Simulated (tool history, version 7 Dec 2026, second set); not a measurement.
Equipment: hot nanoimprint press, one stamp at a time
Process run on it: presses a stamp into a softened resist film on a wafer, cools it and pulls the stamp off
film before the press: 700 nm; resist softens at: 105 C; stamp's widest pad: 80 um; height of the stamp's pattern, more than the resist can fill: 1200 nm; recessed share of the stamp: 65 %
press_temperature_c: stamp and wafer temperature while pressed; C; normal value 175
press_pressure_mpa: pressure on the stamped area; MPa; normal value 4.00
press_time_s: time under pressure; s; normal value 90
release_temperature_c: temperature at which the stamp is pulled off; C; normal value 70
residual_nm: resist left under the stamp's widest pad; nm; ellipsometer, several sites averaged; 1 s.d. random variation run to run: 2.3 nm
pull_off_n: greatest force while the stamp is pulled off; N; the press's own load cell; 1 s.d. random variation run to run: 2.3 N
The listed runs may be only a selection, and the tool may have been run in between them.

run,day,press_temperature_c,press_pressure_mpa,press_time_s,release_temperature_c,residual_nm,pull_off_n
1,0.000,175,4.00,90,70,424.5,123
# day 2.521: plate thermocouple calibrated
2,2.671,175,4.00,90,70,406.9,123
3,4.862,175,4.00,90,70,406.8,131
# day 7.129: stamp cleaned and given a new release coat
4,7.838,175,4.00,90,70,413.3,106
5,11.788,175,4.30,90,70,398.7,107
6,15.100,175,4.00,90,70,412.5,115
7,17.904,175,4.00,90,70,411.9,125
8,20.829,175,4.00,90,70,415.1,132
# day 22.283: stamp cleaned and given a new release coat
9,23.629,175,4.00,90,70,419.1,105
10,27.342,170,4.00,90,70,488.8,112
11,29.296,170,4.00,90,75,489.5,105
12,32.275,170,4.00,90,75,490.3,116
# day 35.650: plate thermocouple calibrated
13,35.967,175,4.00,90,70,415.5,129
# day 37.475: stamp cleaned and given a new release coat
14,38.412,175,4.00,90,70,417.3,106
15,42.538,177,4.06,82,78,400.8,95
16,45.458,177,4.06,82,78,402.2,101
17,49.542,185,3.63,90,56,311.1,164
# day 52.579: stamp cleaned and given a new release coat
18,53.575,185,3.63,90,56,307.4,137
# day 55.533: press's hydraulic seals changed and the load cell set to zero
19,58.108,168,5.25,163,56,398.0,150
20,60.042,174,4.00,90,70,430.2,120
21,61.862,171,4.00,55,70,535.5,122
22,65.071,171,4.00,55,70,528.8,127
# day 67.933: stamp cleaned and given a new release coat
23,68.525,171,4.00,90,63,479.0,117
# day 69.654: plate thermocouple calibrated
24,72.812,171,4.00,90,63,465.2,125
25,76.783,175,3.74,90,70,420.7,120
26,80.262,175,5.01,90,70,382.8,132

3 options for the next run, each taken on its own from the tool as it stands now. Forecast them:
# day 83.342: stamp cleaned and given a new release coat
A,84.025,175,3.17,47,66,?,?
# day 83.342: stamp cleaned and given a new release coat
B,84.025,175,4.56,128,70,?,?
# day 83.342: stamp cleaned and given a new release coat
C,84.025,175,5.01,90,65,?,?

run,residual_nm,pull_off_n
A,526.7,114
B,353.5,103
C,383.4,114
Without the tool's unlogged condition, the same runs would have read:
run,residual_nm,pull_off_n
A,520.6,112
B,345.5,101
C,374.8,111
